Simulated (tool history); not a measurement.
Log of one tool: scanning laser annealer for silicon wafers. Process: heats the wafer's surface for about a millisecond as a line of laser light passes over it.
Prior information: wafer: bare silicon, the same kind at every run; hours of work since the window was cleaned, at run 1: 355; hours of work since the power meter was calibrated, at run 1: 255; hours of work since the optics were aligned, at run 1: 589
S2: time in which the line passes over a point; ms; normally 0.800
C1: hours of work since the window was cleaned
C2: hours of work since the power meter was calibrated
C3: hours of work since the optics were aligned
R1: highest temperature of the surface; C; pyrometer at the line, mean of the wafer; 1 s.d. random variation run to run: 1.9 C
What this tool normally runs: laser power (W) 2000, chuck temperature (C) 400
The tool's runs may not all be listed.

run 1 hour=0.0 | laser_power_(W)=2000 S2=0.800 chuck_temperature_(C)=400 | C1=355 C2=255 C3=589 | R1=1200
run 2 hour=16.6 | laser_power_(W)=2000 S2=0.800 chuck_temperature_(C)=400 | C1=366 C2=266 C3=600 | R1=1201
run 3 hour=34.8 | laser_power_(W)=2000 S2=0.800 chuck_temperature_(C)=400 | C1=379 C2=278 C3=613 | R1=1199
run 4 hour=67.6 | laser_power_(W)=2000 S2=0.800 chuck_temperature_(C)=400 | C1=401 C2=301 C3=635 | R1=1196
run 5 hour=95.3 | laser_power_(W)=1930 S2=0.800 chuck_temperature_(C)=400 | C1=421 C2=320 C3=654 | R1=1167
run 6 hour=122.7 | laser_power_(W)=1930 S2=0.800 chuck_temperature_(C)=400 | C1=439 C2=339 C3=673 | R1=1164
run 7 hour=143.1 | laser_power_(W)=1930 S2=0.800 chuck_temperature_(C)=400 | C1=453 C2=353 C3=687 | R1=1163
run 8 hour=160.0 | laser_power_(W)=2000 S2=0.800 chuck_temperature_(C)=400 | C1=465 C2=365 C3=699 | R1=1188
run 9 hour=188.5 | laser_power_(W)=2000 S2=0.800 chuck_temperature_(C)=400 | C1=485 C2=385 C3=719 | R1=1189
run 10 hour=217.4 | laser_power_(W)=2000 S2=0.800 chuck_temperature_(C)=400 | C1=505 C2=404 C3=739 | R1=1188
-- hour=244.8 window over the wafer cleaned
run 11 hour=250.8 | laser_power_(W)=2000 S2=0.800 chuck_temperature_(C)=400 | C1=4 C2=426 C3=760 | R1=1223
run 12 hour=275.4 | laser_power_(W)=2000 S2=0.800 chuck_temperature_(C)=400 | C1=21 C2=443 C3=777 | R1=1223
run 13 hour=309.0 | laser_power_(W)=2000 S2=0.800 chuck_temperature_(C)=400 | C1=44 C2=466 C3=800 | R1=1222
run 14 hour=337.8 | laser_power_(W)=2000 S2=0.800 chuck_temperature_(C)=400 | C1=64 C2=486 C3=820 | R1=1221
run 15 hour=353.1 | laser_power_(W)=2000 S2=0.800 chuck_temperature_(C)=400 | C1=75 C2=497 C3=831 | R1=1219
run 16 hour=388.0 | laser_power_(W)=2000 S2=0.800 chuck_temperature_(C)=400 | C1=99 C2=521 C3=855 | R1=1217
run 17 hour=419.8 | laser_power_(W)=1869 S2=0.800 chuck_temperature_(C)=400 | C1=121 C2=543 C3=877 | R1=1155
run 18 hour=439.7 | laser_power_(W)=2000 S2=0.800 chuck_temperature_(C)=389 | C1=134 C2=556 C3=891 | R1=1202
run 19 hour=470.0 | laser_power_(W)=2000 S2=0.800 chuck_temperature_(C)=400 | C1=155 C2=577 C3=911 | R1=1209
run 20 hour=503.4 | laser_power_(W)=2000 S2=0.800 chuck_temperature_(C)=400 | C1=178 C2=600 C3=934 | R1=1207
run 21 hour=518.9 | laser_power_(W)=1806 S2=0.800 chuck_temperature_(C)=400 | C1=189 C2=611 C3=945 | R1=1125
run 22 hour=548.4 | laser_power_(W)=1806 S2=0.800 chuck_temperature_(C)=400 | C1=209 C2=631 C3=965 | R1=1124
run 23 hour=577.0 | laser_power_(W)=2150 S2=0.615 chuck_temperature_(C)=397 | C1=229 C2=651 C3=985 | R1=1146
run 24 hour=594.3 | laser_power_(W)=2150 S2=0.615 chuck_temperature_(C)=397 | C1=241 C2=663 C3=997 | R1=1148
run 25 hour=615.7 | laser_power_(W)=2104 S2=0.993 chuck_temperature_(C)=400 | C1=256 C2=678 C3=1012 | R1=1346
run 26 hour=641.5 | laser_power_(W)=2000 S2=0.800 chuck_temperature_(C)=400 | C1=273 C2=695 C3=1030 | R1=1202
run 27 hour=675.3 | laser_power_(W)=2000 S2=0.800 chuck_temperature_(C)=400 | C1=297 C2=719 C3=1053 | R1=1195
run 28 hour=690.5 | laser_power_(W)=2000 S2=0.687 chuck_temperature_(C)=400 | C1=307 C2=729 C3=1063 | R1=1134
run 29 hour=712.3 | laser_power_(W)=2000 S2=0.577 chuck_temperature_(C)=400 | C1=322 C2=744 C3=1078 | R1=1066
run 30 hour=747.2 | laser_power_(W)=2000 S2=0.577 chuck_temperature_(C)=400 | C1=346 C2=768 C3=1103 | R1=1067
run 31 hour=765.9 | laser_power_(W)=2000 S2=0.577 chuck_temperature_(C)=400 | C1=359 C2=781 C3=1115 | R1=1065
run 32 hour=791.2 | laser_power_(W)=2000 S2=0.577 chuck_temperature_(C)=421 | C1=377 C2=799 C3=1133 | R1=1082
run 33 hour=817.4 | laser_power_(W)=2000 S2=0.577 chuck_temperature_(C)=421 | C1=395 C2=817 C3=1151 | R1=1085
run 34 hour=832.8 | laser_power_(W)=2000 S2=0.577 chuck_temperature_(C)=421 | C1=405 C2=827 C3=1161 | R1=1079
run 35 hour=855.9 | laser_power_(W)=2004 S2=0.936 chuck_temperature_(C)=405 | C1=421 C2=843 C3=1177 | R1=1263
run 36 hour=885.0 | laser_power_(W)=2004 S2=0.771 chuck_temperature_(C)=431 | C1=441 C2=863 C3=1197 | R1=1201
run 37 hour=905.0 | laser_power_(W)=1709 S2=0.855 chuck_temperature_(C)=400 | C1=455 C2=877 C3=1211 | R1=1093
-- hour=920.3 optics aligned, line set to its width
run 38 hour=928.2 | laser_power_(W)=1709 S2=0.855 chuck_temperature_(C)=400 | C1=468 C2=890 C3=5 | R1=1099
run 39 hour=943.1 | laser_power_(W)=2000 S2=0.943 chuck_temperature_(C)=371 | C1=478 C2=900 C3=16 | R1=1242
run 40 hour=971.8 | laser_power_(W)=1706 S2=0.562 chuck_temperature_(C)=374 | C1=498 C2=920 C3=35 | R1=931
run 41 hour=1001.5 | laser_power_(W)=1706 S2=0.562 chuck_temperature_(C)=374 | C1=518 C2=940 C3=56 | R1=929

Consider 3 possible next runs. They are alternatives, not a sequence: every one starts from the tool as it was left by run 41. What does each give?
-- hour=1007.4 window over the wafer cleaned
run A hour=1023.2 | laser_power_(W)=1746 S2=0.727 chuck_temperature_(C)=435 | C1=11 C2=954 C3=70 | R1=?
-- hour=1007.4 window over the wafer cleaned
run B hour=1023.2 | laser_power_(W)=1991 S2=0.903 chuck_temperature_(C)=379 | C1=11 C2=954 C3=70 | R1=?
-- hour=1007.4 window over the wafer cleaned
run C hour=1023.2 | laser_power_(W)=2132 S2=0.811 chuck_temperature_(C)=400 | C1=11 C2=954 C3=70 | R1=?

run=A R1=1122
run=B R1=1258
run=C R1=1291
With the hidden condition removed and each run's random variation left untouched, the same runs would have given:
run=A R1=1132
run=B R1=1271
run=C R1=1304
